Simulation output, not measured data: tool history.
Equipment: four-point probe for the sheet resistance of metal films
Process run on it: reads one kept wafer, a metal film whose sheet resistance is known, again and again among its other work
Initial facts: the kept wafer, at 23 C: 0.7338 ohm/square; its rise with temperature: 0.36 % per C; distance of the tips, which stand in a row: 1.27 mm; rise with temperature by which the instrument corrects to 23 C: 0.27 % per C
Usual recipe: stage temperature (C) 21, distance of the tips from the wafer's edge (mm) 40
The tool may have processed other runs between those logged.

| run | hour | stage temperature (C) | distance of the tips from the wafer's edge (mm) | sheet resistance as the instrument gives it (ohm/square) |
|---|---|---|---|---|
| 1 | 0.0 | 21 | 40 | 0.736215 |
| 2 | 20.4 | 21 | 25 | 0.736634 |
| 3 | 41.2 | 21 | 25 | 0.737125 |
| 4 | 56.1 | 25 | 40 | 0.738815 |
| 5 | 65.7 | 25 | 40 | 0.738804 |
| 6 | 85.3 | 25 | 40 | 0.738835 |
| 7 | 100.6 | 27 | 40 | 0.740168 |
| 8 | 116.2 | 27 | 40 | 0.740128 |
| 9 | 127.8 | 27 | 40 | 0.740154 |
| 10 | 140.4 | 27 | 40 | 0.740454 |
| 11 | 157.9 | 27 | 40 | 0.740248 |
| 12 | 172.7 | 27 | 40 | 0.740045 |
| 13 | 185.0 | 21 | 40 | 0.736757 |
| 14 | 199.2 | 21 | 40 | 0.736209 |
| 15 | 213.6 | 21 | 40 | 0.736240 |
| 16 | 229.7 | 21 | 40 | 0.736683 |
| 17 | 245.7 | 23 | 40 | 0.737631 |
| 18 | 263.7 | 21 | 40 | 0.736495 |
| 19 | 275.8 | 25 | 40 | 0.738898 |
| 20 | 287.2 | 25 | 40 | 0.739087 |
| 21 | 303.1 | 25 | 34 | 0.739086 |
| 22 | 320.7 | 25 | 34 | 0.739291 |
| 23 | 335.5 | 21 | 9 | 0.744063 |
| 24 | 356.1 | 21 | 9 | 0.743982 |
| 25 | 373.8 | 30 | 4 | 0.780171 |
| 26 | 387.8 | 30 | 4 | 0.779601 |
| 27 | 406.6 | 30 | 4 | 0.780099 |
| 28 | 416.4 | 30 | 4 | 0.779973 |
| 29 | 431.4 | 32 | 32 | 0.743653 |
| 30 | 450.7 | 32 | 32 | 0.743753 |
| 31 | 466.3 | 32 | 32 | 0.743975 |
| 32 | 476.0 | 32 | 32 | 0.743858 |
| 33 | 488.1 | 24 | 6 | 0.755707 |
| 34 | 499.1 | 27 | 14 | 0.743306 |
| 35 | 515.8 | 28 | 45 | 0.741133 |
| 36 | 535.4 | 28 | 45 | 0.741180 |
| 37 | 548.9 | 33 | 16 | 0.746405 |
| 38 | 566.6 | 33 | 16 | 0.746395 |
| 39 | 585.4 | 33 | 16 | 0.746459 |
| 40 | 598.5 | 21 | 18 | 0.738761 |
| 41 | 608.7 | 21 | 18 | 0.738601 |
| 42 | 621.6 | 28 | 10 | 0.747267 |
| 43 | 640.6 | 23 | 30 | 0.738584 |
| 44 | 651.8 | 23 | 30 | 0.738732 |

Results for each run, recomputed without the tool's hidden state and with each run's random variation untouched:
Unlogged tool condition in this case: inner tips' distance over the nominal, %; tips' flats over new ones', %; wafer's true temperature over the reading, C; drift of the gauge itself on sheet_ohm, %.
| run | sheet resistance as the instrument gives it (ohm/square) |
|---|---|
| 1 | 0.732934 |
| 2 | 0.733328 |
| 3 | 0.733792 |
| 4 | 0.735460 |
| 5 | 0.735436 |
| 6 | 0.735444 |
| 7 | 0.736754 |
| 8 | 0.736697 |
| 9 | 0.736709 |
| 10 | 0.736991 |
| 11 | 0.736763 |
| 12 | 0.736544 |
| 13 | 0.733250 |
| 14 | 0.732686 |
| 15 | 0.732699 |
| 16 | 0.733122 |
| 17 | 0.734047 |
| 18 | 0.732892 |
| 19 | 0.735274 |
| 20 | 0.735450 |
| 21 | 0.735428 |
| 22 | 0.735612 |
| 23 | 0.740337 |
| 24 | 0.740228 |
| 25 | 0.776239 |
| 26 | 0.775654 |
| 27 | 0.776126 |
| 28 | 0.775988 |
| 29 | 0.739825 |
| 30 | 0.739901 |
| 31 | 0.740102 |
| 32 | 0.739974 |
| 33 | 0.751738 |
| 34 | 0.739388 |
| 35 | 0.737206 |
| 36 | 0.737229 |
| 37 | 0.742418 |
| 38 | 0.742386 |
| 39 | 0.742425 |
| 40 | 0.734729 |
| 41 | 0.734556 |
| 42 | 0.743174 |
| 43 | 0.734503 |
| 44 | 0.734637 |

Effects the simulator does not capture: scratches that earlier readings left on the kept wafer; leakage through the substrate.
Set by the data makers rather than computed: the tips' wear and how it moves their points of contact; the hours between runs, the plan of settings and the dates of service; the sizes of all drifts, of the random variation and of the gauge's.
